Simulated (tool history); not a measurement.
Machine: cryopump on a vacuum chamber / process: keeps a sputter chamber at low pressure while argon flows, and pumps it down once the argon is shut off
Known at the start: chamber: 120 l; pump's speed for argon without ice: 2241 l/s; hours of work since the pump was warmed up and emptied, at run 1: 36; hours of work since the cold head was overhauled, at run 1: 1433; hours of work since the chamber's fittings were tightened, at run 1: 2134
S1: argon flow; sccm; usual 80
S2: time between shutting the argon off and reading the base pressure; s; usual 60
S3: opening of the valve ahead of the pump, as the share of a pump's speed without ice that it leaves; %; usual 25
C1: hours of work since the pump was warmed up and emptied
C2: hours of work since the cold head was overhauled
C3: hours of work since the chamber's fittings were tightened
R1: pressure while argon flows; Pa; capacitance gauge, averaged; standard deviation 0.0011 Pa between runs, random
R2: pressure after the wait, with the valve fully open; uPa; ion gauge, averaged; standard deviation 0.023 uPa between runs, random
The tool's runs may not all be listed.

run 1 hour=0 | S1=80 S2=60 S3=25 | C1=36 C2=1433 C3=2134 | R1=0.2433 R2=1.82
run 2 hour=40.2 | S1=80 S2=60 S3=25 | C1=53 C2=1451 C3=2152 | R1=0.2439 R2=1.83
run 3 hour=126.8 | S1=80 S2=60 S3=55 | C1=91 C2=1488 C3=2189 | R1=0.112 R2=1.93
-- hour=210.7 leaking fittings of the chamber tightened, without venting
run 4 hour=216.1 | S1=80 S2=60 S3=55 | C1=128 C2=1526 C3=2 | R1=0.1126 R2=0.77
run 5 hour=295.7 | S1=112 S2=60 S3=55 | C1=163 C2=1560 C3=37 | R1=0.1608 R2=0.77
run 6 hour=370.4 | S1=112 S2=60 S3=55 | C1=195 C2=1592 C3=69 | R1=0.1601 R2=0.8
run 7 hour=419 | S1=112 S2=60 S3=55 | C1=216 C2=1613 C3=90 | R1=0.1607 R2=0.82
run 8 hour=469 | S1=112 S2=60 S3=55 | C1=237 C2=1634 C3=111 | R1=0.161 R2=0.82
run 9 hour=540.2 | S1=80 S2=60 S3=25 | C1=268 C2=1665 C3=142 | R1=0.2486 R2=0.86
run 10 hour=622.2 | S1=80 S2=60 S3=25 | C1=303 C2=1701 C3=177 | R1=0.2485 R2=0.86
run 11 hour=679.1 | S1=80 S2=60 S3=25 | C1=328 C2=1725 C3=202 | R1=0.2506 R2=0.94
run 12 hour=766.3 | S1=80 S2=60 S3=25 | C1=365 C2=1763 C3=239 | R1=0.2491 R2=0.96
run 13 hour=805.3 | S1=80 S2=60 S3=25 | C1=382 C2=1779 C3=256 | R1=0.2526 R2=0.98
run 14 hour=896.2 | S1=80 S2=60 S3=25 | C1=421 C2=1819 C3=295 | R1=0.2501 R2=0.9
-- hour=941 pump warmed up, emptied and cooled again
run 15 hour=949 | S1=80 S2=60 S3=25 | C1=3 C2=1839 C3=316 | R1=0.243 R2=0.95
run 16 hour=1014.3 | S1=80 S2=60 S3=25 | C1=32 C2=1867 C3=344 | R1=0.2425 R2=0.93
run 17 hour=1081.3 | S1=80 S2=60 S3=25 | C1=60 C2=1896 C3=373 | R1=0.2431 R2=0.93
run 18 hour=1138.8 | S1=80 S2=60 S3=23 | C1=85 C2=1921 C3=398 | R1=0.2665 R2=0.93
run 19 hour=1220.5 | S1=83 S2=70 S3=60 | C1=120 C2=1956 C3=433 | R1=0.1084 R2=0.89
run 20 hour=1289.7 | S1=83 S2=70 S3=60 | C1=150 C2=1986 C3=463 | R1=0.1092 R2=0.92
run 21 hour=1328 | S1=83 S2=70 S3=60 | C1=167 C2=2002 C3=479 | R1=0.1084 R2=0.93
run 22 hour=1383.9 | S1=122 S2=60 S3=25 | C1=191 C2=2027 C3=503 | R1=0.3753 R2=1.01
run 23 hour=1464.2 | S1=139 S2=60 S3=25 | C1=225 C2=2061 C3=538 | R1=0.4287 R2=1.09
run 24 hour=1547.3 | S1=74 S2=60 S3=37 | C1=261 C2=2097 C3=574 | R1=0.1568 R2=1.1
run 25 hour=1597.8 | S1=69 S2=41 S3=29 | C1=283 C2=2119 C3=596 | R1=0.1847 R2=1.33
run 26 hour=1645.2 | S1=69 S2=41 S3=29 | C1=303 C2=2139 C3=616 | R1=0.1864 R2=1.41
run 27 hour=1735.3 | S1=75 S2=41 S3=29 | C1=342 C2=2178 C3=655 | R1=0.2029 R2=1.43
run 28 hour=1825.7 | S1=80 S2=231 S3=50 | C1=381 C2=2217 C3=694 | R1=0.1297 R2=0.74
run 29 hour=1872.6 | S1=80 S2=231 S3=50 | C1=401 C2=2237 C3=714 | R1=0.1308 R2=0.74
run 30 hour=1924.7 | S1=80 S2=231 S3=24 | C1=424 C2=2260 C3=736 | R1=0.263 R2=0.77
-- hour=1966.7 pump warmed up, emptied and cooled again
run 31 hour=1975 | S1=129 S2=26 S3=34 | C1=4 C2=2279 C3=756 | R1=0.2886 R2=1.92
run 32 hour=2046.4 | S1=34 S2=23 S3=30 | C1=34 C2=2310 C3=787 | R1=0.0863 R2=2.13
run 33 hour=2099.7 | S1=34 S2=23 S3=30 | C1=57 C2=2333 C3=810 | R1=0.0867 R2=2.1
run 34 hour=2155 | S1=95 S2=23 S3=25 | C1=81 C2=2357 C3=833 | R1=0.2899 R2=2.17
run 35 hour=2199.6 | S1=33 S2=60 S3=28 | C1=100 C2=2376 C3=853 | R1=0.0906 R2=1.23

Here are 3 independent what-if runs from the current tool condition. What would each one return?
run A hour=2244.5 | S1=146 S2=123 S3=18 | C1=120 C2=2395 C3=872 | R1=? R2=?
run B hour=2244.5 | S1=80 S2=28 S3=17 | C1=120 C2=2395 C3=872 | R1=? R2=?
run C hour=2244.5 | S1=66 S2=60 S3=21 | C1=120 C2=2395 C3=872 | R1=? R2=?

run=A R1=0.617 R2=0.94
run=B R1=0.3606 R2=1.94
run=C R1=0.2384 R2=1.26
Without the tool's hidden state the same runs would have given:
run=A R1=0.6096 R2=0.46
run=B R1=0.3565 R2=1.45
run=C R1=0.2351 R2=0.76
